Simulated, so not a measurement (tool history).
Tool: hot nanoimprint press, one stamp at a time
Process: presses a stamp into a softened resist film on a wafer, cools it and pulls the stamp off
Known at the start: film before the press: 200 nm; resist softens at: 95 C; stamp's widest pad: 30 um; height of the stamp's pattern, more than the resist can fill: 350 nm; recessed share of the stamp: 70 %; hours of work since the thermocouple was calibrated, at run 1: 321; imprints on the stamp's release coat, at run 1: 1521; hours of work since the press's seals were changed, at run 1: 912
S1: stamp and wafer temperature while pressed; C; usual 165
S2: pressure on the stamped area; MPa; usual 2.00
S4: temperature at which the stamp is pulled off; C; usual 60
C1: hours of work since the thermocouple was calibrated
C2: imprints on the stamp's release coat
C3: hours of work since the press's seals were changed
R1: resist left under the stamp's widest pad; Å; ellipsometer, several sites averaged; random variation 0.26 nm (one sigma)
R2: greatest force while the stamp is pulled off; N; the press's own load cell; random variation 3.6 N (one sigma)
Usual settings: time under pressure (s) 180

{"run": 1, "hour": 0.0, "S1": 165, "S2": 2.0, "time under pressure (s)": 180, "S4": 60, "C1": 321, "C2": 1521, "C3": 912, "R1": 1176, "R2": 267}
{"run": 2, "hour": 23.5, "S1": 165, "S2": 2.0, "time under pressure (s)": 180, "S4": 60, "C1": 337, "C2": 1605, "C3": 928, "R1": 1178, "R2": 265}
{"hour": 36.1, "done": "plate thermocouple calibrated"}
{"run": 3, "hour": 59.9, "S1": 165, "S2": 2.0, "time under pressure (s)": 180, "S4": 60, "C1": 16, "C2": 1724, "C3": 950, "R1": 1168, "R2": 274}
{"run": 4, "hour": 99.6, "S1": 165, "S2": 2.0, "time under pressure (s)": 180, "S4": 60, "C1": 42, "C2": 1866, "C3": 976, "R1": 1173, "R2": 287}
{"run": 5, "hour": 137.6, "S1": 165, "S2": 2.0, "time under pressure (s)": 180, "S4": 60, "C1": 68, "C2": 2002, "C3": 1002, "R1": 1164, "R2": 291}
{"hour": 160.4, "done": "plate thermocouple calibrated, once more"}
{"run": 6, "hour": 167.8, "S1": 165, "S2": 2.0, "time under pressure (s)": 180, "S4": 60, "C1": 5, "C2": 2099, "C3": 1020, "R1": 1197, "R2": 304}
{"run": 7, "hour": 193.2, "S1": 165, "S2": 2.0, "time under pressure (s)": 124, "S4": 60, "C1": 22, "C2": 2189, "C3": 1037, "R1": 1322, "R2": 321}
{"run": 8, "hour": 226.9, "S1": 165, "S2": 2.0, "time under pressure (s)": 180, "S4": 60, "C1": 44, "C2": 2309, "C3": 1060, "R1": 1197, "R2": 312}
{"run": 9, "hour": 251.1, "S1": 165, "S2": 1.29, "time under pressure (s)": 180, "S4": 63, "C1": 61, "C2": 2396, "C3": 1076, "R1": 1424, "R2": 299}
{"hour": 267.4, "done": "stamp cleaned and given a new release coat"}
{"run": 10, "hour": 294.2, "S1": 165, "S2": 1.29, "time under pressure (s)": 180, "S4": 63, "C1": 85, "C2": 95, "C3": 1101, "R1": 1421, "R2": 169}
{"run": 11, "hour": 327.4, "S1": 160, "S2": 1.54, "time under pressure (s)": 180, "S4": 60, "C1": 108, "C2": 214, "C3": 1123, "R1": 1459, "R2": 186}
{"run": 12, "hour": 364.1, "S1": 173, "S2": 1.54, "time under pressure (s)": 180, "S4": 60, "C1": 132, "C2": 345, "C3": 1147, "R1": 1138, "R2": 192}
{"run": 13, "hour": 389.8, "S1": 173, "S2": 1.54, "time under pressure (s)": 180, "S4": 60, "C1": 149, "C2": 436, "C3": 1165, "R1": 1133, "R2": 193}
{"run": 14, "hour": 409.6, "S1": 173, "S2": 1.41, "time under pressure (s)": 180, "S4": 60, "C1": 163, "C2": 507, "C3": 1178, "R1": 1182, "R2": 201}
{"run": 15, "hour": 437.8, "S1": 165, "S2": 2.0, "time under pressure (s)": 180, "S4": 56, "C1": 181, "C2": 608, "C3": 1197, "R1": 1202, "R2": 223}
{"run": 16, "hour": 477.1, "S1": 165, "S2": 1.94, "time under pressure (s)": 274, "S4": 58, "C1": 208, "C2": 748, "C3": 1223, "R1": 1066, "R2": 227}

4 ways to go on from here, each from the tool as it stands after run 16. What would each give?
{"run": "A", "hour": 505.7, "S1": 165, "S2": 1.24, "time under pressure (s)": 268, "S4": 51, "C1": 227, "C2": 850, "C3": 1242, "R1": "?", "R2": "?"}
{"run": "B", "hour": 505.7, "S1": 165, "S2": 1.94, "time under pressure (s)": 154, "S4": 51, "C1": 227, "C2": 850, "C3": 1242, "R1": "?", "R2": "?"}
{"run": "C", "hour": 505.7, "S1": 165, "S2": 1.45, "time under pressure (s)": 194, "S4": 58, "C1": 227, "C2": 850, "C3": 1242, "R1": "?", "R2": "?"}
{"run": "D", "hour": 505.7, "S1": 165, "S2": 2.07, "time under pressure (s)": 274, "S4": 67, "C1": 227, "C2": 850, "C3": 1242, "R1": "?", "R2": "?"}

run=A R1=1314 R2=281
run=B R1=1262 R2=277
run=C R1=1337 R2=228
run=D R1=1042 R2=182
Without the tool's hidden state the same runs would have given:
run=A R1=1289 R2=219
run=B R1=1216 R2=216
run=C R1=1306 R2=178
run=D R1=994 R2=143
